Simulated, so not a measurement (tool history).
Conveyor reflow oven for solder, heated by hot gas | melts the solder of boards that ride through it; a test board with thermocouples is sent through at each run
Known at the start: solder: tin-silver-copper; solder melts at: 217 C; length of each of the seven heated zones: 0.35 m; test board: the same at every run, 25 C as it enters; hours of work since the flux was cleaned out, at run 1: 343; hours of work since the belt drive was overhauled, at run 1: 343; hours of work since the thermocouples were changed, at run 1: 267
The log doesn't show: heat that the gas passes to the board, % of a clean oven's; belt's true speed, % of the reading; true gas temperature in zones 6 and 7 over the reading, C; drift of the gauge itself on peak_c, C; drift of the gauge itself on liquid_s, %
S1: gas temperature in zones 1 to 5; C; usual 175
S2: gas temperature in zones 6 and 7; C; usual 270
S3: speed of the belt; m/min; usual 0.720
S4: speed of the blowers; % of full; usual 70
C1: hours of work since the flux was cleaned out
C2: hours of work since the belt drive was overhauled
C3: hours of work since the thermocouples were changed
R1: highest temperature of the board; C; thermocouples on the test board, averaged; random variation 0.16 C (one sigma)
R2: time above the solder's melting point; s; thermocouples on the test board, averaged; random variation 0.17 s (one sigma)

{"run": 1, "hour": 0.0, "S1": 175, "S2": 270, "S3": 0.72, "S4": 70, "C1": 343, "C2": 343, "C3": 267, "R1": 253.0, "R2": 44.2}
{"run": 2, "hour": 39.8, "S1": 175, "S2": 270, "S3": 0.72, "S4": 70, "C1": 374, "C2": 374, "C3": 298, "R1": 252.7, "R2": 44.1}
{"run": 3, "hour": 101.2, "S1": 175, "S2": 270, "S3": 0.72, "S4": 70, "C1": 422, "C2": 422, "C3": 346, "R1": 252.4, "R2": 44.2}
{"hour": 157.1, "done": "flux residue cleaned out of gas plates and filters"}
{"run": 4, "hour": 161.8, "S1": 175, "S2": 270, "S3": 0.72, "S4": 70, "C1": 4, "C2": 466, "C3": 389, "R1": 255.8, "R2": 46.4}
{"run": 5, "hour": 209.9, "S1": 175, "S2": 270, "S3": 0.72, "S4": 70, "C1": 41, "C2": 503, "C3": 427, "R1": 255.6, "R2": 46.6}
{"run": 6, "hour": 251.6, "S1": 175, "S2": 270, "S3": 0.72, "S4": 70, "C1": 74, "C2": 536, "C3": 460, "R1": 255.6, "R2": 46.1}
{"run": 7, "hour": 283.5, "S1": 175, "S2": 270, "S3": 0.72, "S4": 70, "C1": 99, "C2": 561, "C3": 484, "R1": 255.9, "R2": 46.5}
{"run": 8, "hour": 309.6, "S1": 175, "S2": 270, "S3": 0.72, "S4": 70, "C1": 119, "C2": 581, "C3": 505, "R1": 255.7, "R2": 46.3}
{"run": 9, "hour": 337.3, "S1": 175, "S2": 270, "S3": 0.72, "S4": 70, "C1": 141, "C2": 603, "C3": 527, "R1": 255.4, "R2": 46.4}
{"run": 10, "hour": 387.3, "S1": 172, "S2": 280, "S3": 0.72, "S4": 61, "C1": 180, "C2": 642, "C3": 566, "R1": 261.5, "R2": 48.2}
{"run": 11, "hour": 420.4, "S1": 179, "S2": 267, "S3": 0.72, "S4": 64, "C1": 206, "C2": 668, "C3": 591, "R1": 252.3, "R2": 45.9}
{"run": 12, "hour": 478.9, "S1": 179, "S2": 267, "S3": 0.72, "S4": 64, "C1": 252, "C2": 713, "C3": 637, "R1": 252.4, "R2": 45.9}
{"run": 13, "hour": 534.9, "S1": 179, "S2": 267, "S3": 0.684, "S4": 74, "C1": 295, "C2": 757, "C3": 681, "R1": 255.5, "R2": 50.5}
{"run": 14, "hour": 573.3, "S1": 179, "S2": 259, "S3": 0.755, "S4": 74, "C1": 325, "C2": 787, "C3": 711, "R1": 245.8, "R2": 39.7}
{"run": 15, "hour": 625.4, "S1": 172, "S2": 265, "S3": 0.723, "S4": 58, "C1": 366, "C2": 828, "C3": 752, "R1": 247.7, "R2": 40.7}
{"hour": 635.4, "done": "thermocouples of zones 6 and 7 changed"}
{"run": 16, "hour": 656.7, "S1": 172, "S2": 265, "S3": 0.723, "S4": 58, "C1": 389, "C2": 851, "C3": 17, "R1": 245.0, "R2": 38.4}
{"run": 17, "hour": 701.3, "S1": 172, "S2": 265, "S3": 0.723, "S4": 58, "C1": 424, "C2": 886, "C3": 52, "R1": 244.7, "R2": 38.4}

3 ways to go on from here, each from the tool as it stands after run 17. What would each give?
{"run": "A", "hour": 734.6, "S1": 174, "S2": 275, "S3": 0.723, "S4": 63, "C1": 450, "C2": 912, "C3": 78, "R1": "?", "R2": "?"}
{"run": "B", "hour": 734.6, "S1": 172, "S2": 265, "S3": 0.72, "S4": 58, "C1": 450, "C2": 912, "C3": 78, "R1": "?", "R2": "?"}
{"run": "C", "hour": 734.6, "S1": 166, "S2": 270, "S3": 0.72, "S4": 70, "C1": 450, "C2": 912, "C3": 78, "R1": "?", "R2": "?"}

run=A R1=254.5 R2=45.3
run=B R1=245.1 R2=38.7
run=C R1=250.5 R2=40.8
Without the tool's hidden state the same runs would have given:
run=A R1=256.8 R2=45.5
run=B R1=247.2 R2=39.5
run=C R1=253.0 R2=41.5
